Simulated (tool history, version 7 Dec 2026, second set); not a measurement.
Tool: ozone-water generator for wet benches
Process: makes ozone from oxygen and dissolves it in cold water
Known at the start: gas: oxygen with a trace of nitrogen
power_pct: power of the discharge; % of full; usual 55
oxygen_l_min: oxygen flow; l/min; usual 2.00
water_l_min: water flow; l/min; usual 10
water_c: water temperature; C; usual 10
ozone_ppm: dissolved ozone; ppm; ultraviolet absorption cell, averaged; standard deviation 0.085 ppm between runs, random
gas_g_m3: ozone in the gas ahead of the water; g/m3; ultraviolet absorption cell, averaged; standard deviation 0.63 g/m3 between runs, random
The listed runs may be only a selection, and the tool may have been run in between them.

run	hour	power_pct	oxygen_l_min	water_l_min	water_c	ozone_ppm	gas_g_m3
1	0.0	55	2.00	10	10	12.24	131.7
2	92.4	55	2.00	10	10	12.13	132.5
3	190.7	55	2.00	10	10	12.22	131.7
4	267.1	55	2.00	10	10	12.14	131.6
5	327.9	55	2.00	10	10	12.14	132.7
6	427.8	55	2.00	10	10	12.26	133.2
7	510.7	55	2.00	10	10	12.27	131.8
8	571.4	55	2.00	10	10	12.22	131.9
9	677.3	55	2.00	10	10	12.02	132.9
10	772.9	55	2.00	10	9	12.28	132.3
11	837.6	55	2.00	10	9	12.29	133.6
12	929.0	55	2.00	10	9	12.30	132.3
13	1011.8	55	2.00	16	10	7.80	133.5
14	1105.2	55	2.00	16	10	7.67	134.4
15	1212.6	55	2.00	13	10	9.42	134.7
16	1309.2	55	2.00	13	10	9.47	132.9
17	1392.3	55	2.00	13	10	9.55	133.9
18	1470.5	55	2.00	13	10	9.57	132.1
19	1554.9	40	1.10	9	13	8.46	130.1
20	1641.4	54	2.00	10	14	11.49	132.1
21	1725.4	55	1.82	10	10	11.81	140.7
22	1828.5	98	3.20	15	9	16.07	186.2
23	1913.1	98	3.20	6	9	33.15	187.1
24	2025.5	40	2.00	10	10	9.15	101.2
25	2073.8	55	2.00	14	9	8.94	134.5
26	2187.9	55	1.19	11	10	9.80	171.3
27	2246.3	55	1.19	11	10	9.71	171.1
28	2349.6	93	2.00	10	13	19.50	220.9
# hour 2398.3: gauge calibrated
29	2434.6	55	1.16	10	10	10.71	171.0
30	2545.0	66	2.00	10	10	14.68	156.9
31	2637.9	66	2.00	10	10	14.51	157.3
# hour 2733.4: contactor cleaned
32	2746.7	83	2.00	10	6	18.76	194.9
33	2832.4	63	2.00	11	6	13.20	150.8

For some of the steps in gas_g_m3 from one run to the next: how much would appear even if the tool had no hidden state, given the settings, what came in and random variation, and how much remains for the hidden state plus any gauge scatter that the measured result and the result without hidden state don't share?
Hidden state present: yield of the discharge, % of new electrodes'; contactor's efficiency, % of a clean one's; true water temperature over the reading, C; drift of the gauge itself on ozone_ppm, %; drift of the gauge itself on gas_g_m3, %.
Run 23 -> 24: power_pct 98 -> 40, oxygen_l_min 3.20 -> 2.00, water_l_min 6 -> 10, water_c 9 -> 10. gas_g_m3 -85.9 g/m3: hidden state -1.4, all else -84.5.
Run 27 -> 28: power_pct 55 -> 93, oxygen_l_min 1.19 -> 2.00, water_l_min 11 -> 10, water_c 10 -> 13. gas_g_m3 +49.8 g/m3: hidden state +1.2, all else +48.6.
Run 28 -> 29: power_pct 93 -> 55, oxygen_l_min 2.00 -> 1.16, water_c 13 -> 10, gauge calibrated. gas_g_m3 -49.9 g/m3: hidden state -5.1, all else -44.8.
